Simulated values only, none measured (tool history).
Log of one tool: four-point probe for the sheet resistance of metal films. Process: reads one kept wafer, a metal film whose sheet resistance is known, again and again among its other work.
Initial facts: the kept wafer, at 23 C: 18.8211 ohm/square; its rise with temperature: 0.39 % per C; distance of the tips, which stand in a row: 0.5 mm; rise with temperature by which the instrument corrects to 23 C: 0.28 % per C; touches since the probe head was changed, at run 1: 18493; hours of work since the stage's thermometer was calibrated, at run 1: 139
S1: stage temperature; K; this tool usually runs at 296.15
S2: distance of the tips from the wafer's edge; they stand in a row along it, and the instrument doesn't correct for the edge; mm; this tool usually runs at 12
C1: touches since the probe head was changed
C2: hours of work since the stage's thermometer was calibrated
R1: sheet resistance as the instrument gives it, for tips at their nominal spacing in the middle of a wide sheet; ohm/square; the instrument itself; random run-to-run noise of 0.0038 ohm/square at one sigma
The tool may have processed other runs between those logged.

run     day      S1  S2     C1   C2         R1
  1       0  296.15  12  18493  139  18.755315
  2   1.558  296.15   5  19225  156  18.821468
  3   3.317  301.15  12  20052  175  18.847357
  4   4.504  296.15  12  20610  188   18.74304
  5   6.646  296.15  12  21615  212  18.746286
  6   7.738  293.15  12  22128  224  18.683669
  7   8.954  293.15  12  22701  237  18.683763
  8      11  293.15  12  23661  260  18.678199
  9  13.071  292.15  12  24635  283  18.660906
 10  14.467  292.15  12  25290  298  18.660924
 11  15.675  292.15  12  25858  311  18.658994
 12  17.412  296.15  14  26675  330  18.738868
 13  19.167  296.15  14  27498  350   18.73334
 14  21.279  296.15  14  28490  373  18.743281
 15   22.15  296.15  12  28901  383  18.739026
 16  23.912  296.15  12  29727  402  18.742925
 17  25.712  296.15  12  30573  422  18.744853
 18  27.821  296.15  12  31564  445  18.739131
 19  29.588  296.15  12  32395  464  18.746641
 20  30.512  296.15  12  32829  475  18.744798
 21  31.458  296.15  12  33274  485  18.746322
 22    33.4  296.15  12  34185  506  18.740251
 23  34.792  301.15  12  34839  522  18.837098
 24  36.558  292.15  51  35668  541  18.649912
 25  37.917  307.15  21  36307  556  18.955437
 26  39.962  298.15  29  37268  579   18.76722
 27  41.108  298.15  29  37806  591  18.767724
 28   43.15  296.15  46  38766  614  18.729884
 29  45.121  307.15   7  39692  635   19.00029
 30  46.404  307.15  45  40295  649  18.944241
 31  47.738  292.15  25  40922  664  18.648009
 32  49.008  305.15  14  41518  678  18.914578
 33   50.85  303.15   3  42384  698  19.142909
 34  51.808  303.15   3  42835  709  19.148014
 35  53.733  297.15  38  43738  730  18.747814
 36  55.404  296.15  20  44522  748   18.73536
 37  56.562  295.15  18  45067  761  18.715303
 38  58.417  295.15  18  45939  782  18.709738
 39  59.354  295.15  18  46378  792  18.717596
 40  60.258  296.15  60  46803  802  18.730147
 41  61.317  300.15  41  47300  813   18.80706
 42  62.725  300.15  41  47962  829  18.811009

Each row is a separate what-if for the run after 42, all from the same tool condition, not one after another. Results?
  A  64.712  307.15  24  48895  851   ?
  B  64.712  296.15  41  48895  851   ?
  C  64.712  296.15   6  48895  851   ?

run         R1
  A  18.942748
  B  18.720405
  C  18.789428
Without the tool's unlogged condition, the same runs would have read:
run         R1
  A   19.03995
  B  18.815478
  C  18.884818
